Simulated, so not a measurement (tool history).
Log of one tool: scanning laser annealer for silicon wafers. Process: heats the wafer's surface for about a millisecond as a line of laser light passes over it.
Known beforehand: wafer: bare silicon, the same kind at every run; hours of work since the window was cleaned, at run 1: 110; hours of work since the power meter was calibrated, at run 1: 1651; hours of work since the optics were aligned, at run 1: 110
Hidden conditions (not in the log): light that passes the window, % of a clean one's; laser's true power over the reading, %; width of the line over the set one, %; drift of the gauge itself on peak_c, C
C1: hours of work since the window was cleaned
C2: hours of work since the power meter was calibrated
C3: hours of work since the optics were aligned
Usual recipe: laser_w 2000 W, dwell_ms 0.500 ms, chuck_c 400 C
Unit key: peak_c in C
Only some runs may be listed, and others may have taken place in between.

run 1 hour=0.0 | laser_w=2000 dwell_ms=0.500 chuck_c=400 | C1=110 C2=1651 C3=110 | peak_c=1173
run 2 hour=50.4 | laser_w=2000 dwell_ms=0.500 chuck_c=385 | C1=136 C2=1677 C3=136 | peak_c=1160
run 3 hour=103.2 | laser_w=1924 dwell_ms=0.500 chuck_c=400 | C1=163 C2=1703 C3=163 | peak_c=1147
run 4 hour=166.5 | laser_w=1958 dwell_ms=0.500 chuck_c=400 | C1=195 C2=1736 C3=195 | peak_c=1158
run 5 hour=248.1 | laser_w=1958 dwell_ms=0.500 chuck_c=400 | C1=236 C2=1777 C3=236 | peak_c=1155
run 6 hour=315.3 | laser_w=1958 dwell_ms=0.500 chuck_c=400 | C1=271 C2=1812 C3=271 | peak_c=1156
run 7 hour=390.7 | laser_w=1712 dwell_ms=0.500 chuck_c=400 | C1=309 C2=1850 C3=309 | peak_c=1060
run 8 hour=450.3 | laser_w=1712 dwell_ms=0.500 chuck_c=400 | C1=340 C2=1880 C3=340 | peak_c=1060
run 9 hour=527.9 | laser_w=1712 dwell_ms=0.500 chuck_c=400 | C1=379 C2=1920 C3=379 | peak_c=1057
run 10 hour=600.6 | laser_w=1712 dwell_ms=0.500 chuck_c=400 | C1=416 C2=1957 C3=416 | peak_c=1056
run 11 hour=684.2 | laser_w=1712 dwell_ms=0.500 chuck_c=400 | C1=459 C2=2000 C3=459 | peak_c=1056
run 12 hour=730.0 | laser_w=1712 dwell_ms=0.500 chuck_c=400 | C1=482 C2=2023 C3=482 | peak_c=1056
run 13 hour=779.4 | laser_w=1712 dwell_ms=0.500 chuck_c=400 | C1=507 C2=2048 C3=507 | peak_c=1053
run 14 hour=856.6 | laser_w=2000 dwell_ms=0.500 chuck_c=376 | C1=547 C2=2087 C3=547 | peak_c=1135
run 15 hour=927.7 | laser_w=2000 dwell_ms=0.502 chuck_c=400 | C1=583 C2=2124 C3=583 | peak_c=1163
run 16 hour=1007.7 | laser_w=2000 dwell_ms=0.502 chuck_c=397 | C1=623 C2=2164 C3=623 | peak_c=1159
run 17 hour=1088.9 | laser_w=2000 dwell_ms=0.502 chuck_c=397 | C1=665 C2=2206 C3=665 | peak_c=1158
run 18 hour=1166.0 | laser_w=2000 dwell_ms=0.500 chuck_c=400 | C1=704 C2=2245 C3=704 | peak_c=1154
run 19 hour=1243.9 | laser_w=2007 dwell_ms=0.500 chuck_c=400 | C1=744 C2=2285 C3=744 | peak_c=1158
run 20 hour=1306.7 | laser_w=2007 dwell_ms=0.500 chuck_c=400 | C1=776 C2=2317 C3=776 | peak_c=1156
-- hour=1316.1 window over the wafer cleaned
run 21 hour=1344.2 | laser_w=1725 dwell_ms=0.612 chuck_c=386 | C1=14 C2=2335 C3=794 | peak_c=1129
-- hour=1356.3 optics aligned, line set to its width
run 22 hour=1408.9 | laser_w=1762 dwell_ms=0.470 chuck_c=411 | C1=45 C2=2365 C3=27 | peak_c=1069
run 23 hour=1486.6 | laser_w=1711 dwell_ms=0.361 chuck_c=383 | C1=84 C2=2405 C3=66 | peak_c=940
run 24 hour=1533.9 | laser_w=1766 dwell_ms=0.550 chuck_c=379 | C1=108 C2=2429 C3=90 | peak_c=1094
run 25 hour=1572.0 | laser_w=1766 dwell_ms=0.490 chuck_c=379 | C1=128 C2=2448 C3=110 | peak_c=1051
-- hour=1595.3 optics aligned, line set to its width, once more
run 26 hour=1641.5 | laser_w=1766 dwell_ms=0.490 chuck_c=379 | C1=161 C2=2481 C3=24 | peak_c=1057
run 27 hour=1719.4 | laser_w=1766 dwell_ms=0.490 chuck_c=379 | C1=200 C2=2521 C3=63 | peak_c=1054
run 28 hour=1802.8 | laser_w=1912 dwell_ms=0.500 chuck_c=400 | C1=243 C2=2563 C3=106 | peak_c=1142
run 29 hour=1840.3 | laser_w=1860 dwell_ms=0.561 chuck_c=406 | C1=262 C2=2582 C3=125 | peak_c=1168
run 30 hour=1893.5 | laser_w=1860 dwell_ms=0.561 chuck_c=406 | C1=289 C2=2610 C3=152 | peak_c=1167
run 31 hour=1956.3 | laser_w=1860 dwell_ms=0.561 chuck_c=406 | C1=321 C2=2642 C3=184 | peak_c=1169
run 32 hour=2040.4 | laser_w=1923 dwell_ms=0.504 chuck_c=412 | C1=364 C2=2684 C3=227 | peak_c=1157
run 33 hour=2096.5 | laser_w=2175 dwell_ms=0.500 chuck_c=377 | C1=393 C2=2713 C3=255 | peak_c=1214
run 34 hour=2175.0 | laser_w=2175 dwell_ms=0.497 chuck_c=377 | C1=433 C2=2753 C3=295 | peak_c=1206
run 35 hour=2214.2 | laser_w=1980 dwell_ms=0.442 chuck_c=400 | C1=452 C2=2773 C3=315 | peak_c=1109
run 36 hour=2299.6 | laser_w=1980 dwell_ms=0.442 chuck_c=400 | C1=496 C2=2816 C3=359 | peak_c=1110
run 37 hour=2336.1 | laser_w=1980 dwell_ms=0.442 chuck_c=400 | C1=515 C2=2835 C3=377 | peak_c=1110
run 38 hour=2379.2 | laser_w=1980 dwell_ms=0.442 chuck_c=400 | C1=537 C2=2857 C3=399 | peak_c=1107
run 39 hour=2425.7 | laser_w=1748 dwell_ms=0.374 chuck_c=374 | C1=560 C2=2881 C3=423 | peak_c=944
run 40 hour=2464.2 | laser_w=1748 dwell_ms=0.374 chuck_c=374 | C1=580 C2=2900 C3=443 | peak_c=943

For some of the steps in peak_c from one run to the next: how much would appear even if the tool had no hidden state, given the settings, what came in and random variation, and how much remains for the hidden state plus any gauge scatter that the measured result and the result without hidden state don't share?
Run 13 -> 14: laser_w 1712 -> 2000, chuck_c 400 -> 376. peak_c +82 C: hidden state -5, all else +87.
Run 20 -> 21: laser_w 2007 -> 1725, dwell_ms 0.500 -> 0.612, chuck_c 400 -> 386, window over the wafer cleaned. peak_c -27 C: hidden state +21, all else -48.
Run 22 -> 23: laser_w 1762 -> 1711, dwell_ms 0.470 -> 0.361, chuck_c 411 -> 383. peak_c -129 C: hidden state +0, all else -129.
Run 23 -> 24: laser_w 1711 -> 1766, dwell_ms 0.361 -> 0.550, chuck_c 383 -> 379. peak_c +154 C: hidden state -3, all else +157.
Run 25 -> 26: optics aligned, line set to its width, once more. peak_c +6 C: hidden state +5, all else +1.
Run 38 -> 39: laser_w 1980 -> 1748, dwell_ms 0.442 -> 0.374, chuck_c 400 -> 374. peak_c -163 C: hidden state +3, all else -166.
